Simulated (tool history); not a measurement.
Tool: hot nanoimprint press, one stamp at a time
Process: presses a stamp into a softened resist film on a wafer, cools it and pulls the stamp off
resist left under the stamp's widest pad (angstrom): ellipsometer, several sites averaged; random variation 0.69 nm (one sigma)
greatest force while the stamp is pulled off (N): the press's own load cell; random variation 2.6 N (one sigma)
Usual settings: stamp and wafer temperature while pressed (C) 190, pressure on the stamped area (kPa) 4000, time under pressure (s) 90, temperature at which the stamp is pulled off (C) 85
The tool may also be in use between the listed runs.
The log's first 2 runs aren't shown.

| run | hour | stamp and wafer temperature while pressed (C) | pressure on the stamped area (kPa) | time under pressure (s) | temperature at which the stamp is pulled off (C) | hours of work since the thermocouple was calibrated | imprints on the stamp's release coat | hours of work since the press's seals were changed | resist left under the stamp's widest pad (angstrom) | greatest force while the stamp is pulled off (N) |
|---|---|---|---|---|---|---|---|---|---|---|
| 3 | 100.9 | 190 | 4000 | 90 | 85 | 236 | 1236 | 182 | 1848 | 148 |
| 4 | 138.1 | 197 | 4000 | 90 | 85 | 256 | 1344 | 203 | 1469 | 152 |
|  | 209.0 | stamp cleaned and given a new release coat |
| 5 | 214.8 | 197 | 4000 | 90 | 85 | 296 | 17 | 242 | 1473 | 116 |
| 6 | 244.8 | 197 | 4000 | 90 | 85 | 312 | 104 | 259 | 1477 | 125 |
| 7 | 305.3 | 190 | 4000 | 83 | 85 | 346 | 281 | 292 | 1881 | 127 |
| 8 | 371.6 | 190 | 4000 | 83 | 85 | 383 | 474 | 329 | 1889 | 130 |
| 9 | 409.2 | 190 | 4000 | 83 | 85 | 404 | 584 | 350 | 1899 | 130 |
| 10 | 467.4 | 190 | 4000 | 83 | 85 | 436 | 754 | 383 | 1881 | 140 |
|  | 485.8 | plate thermocouple calibrated |
| 11 | 527.5 | 190 | 4000 | 83 | 85 | 23 | 920 | 414 | 1940 | 139 |
| 12 | 595.7 | 190 | 4000 | 83 | 85 | 61 | 1119 | 452 | 1934 | 150 |
| 13 | 639.7 | 190 | 4000 | 90 | 85 | 86 | 1248 | 477 | 1886 | 153 |
| 14 | 688.3 | 181 | 4000 | 90 | 85 | 113 | 1389 | 504 | 2486 | 148 |
|  | 740.0 | stamp cleaned and given a new release coat |
| 15 | 753.5 | 181 | 4000 | 90 | 85 | 146 | 39 | 537 | 2490 | 117 |
| 16 | 784.3 | 181 | 4000 | 130 | 78 | 163 | 129 | 554 | 2231 | 129 |
| 17 | 824.5 | 200 | 2760 | 174 | 81 | 185 | 246 | 576 | 1294 | 132 |
| 18 | 896.7 | 200 | 2760 | 174 | 81 | 225 | 457 | 616 | 1295 | 137 |
| 19 | 953.1 | 190 | 3440 | 71 | 85 | 257 | 622 | 648 | 2164 | 132 |
| 20 | 1000.1 | 183 | 4000 | 90 | 85 | 283 | 759 | 674 | 2332 | 136 |
| 21 | 1033.1 | 191 | 4000 | 90 | 78 | 301 | 855 | 692 | 1810 | 149 |
| 22 | 1076.8 | 201 | 5470 | 90 | 82 | 325 | 982 | 716 | 1112 | 145 |
| 23 | 1108.1 | 198 | 4000 | 90 | 85 | 343 | 1074 | 734 | 1453 | 140 |

Forecast run 24:
| 24 | 1164.4 | 198 | 4000 | 90 | 85 | 374 | 1238 | 765 | ? | ? |

Run 24 gave resist left under the stamp's widest pad (angstrom) 1444, greatest force while the stamp is pulled off (N) 148.
Without the tool's hidden state the same run would have given resist left under the stamp's widest pad (angstrom) 1437, greatest force while the stamp is pulled off (N) 121.
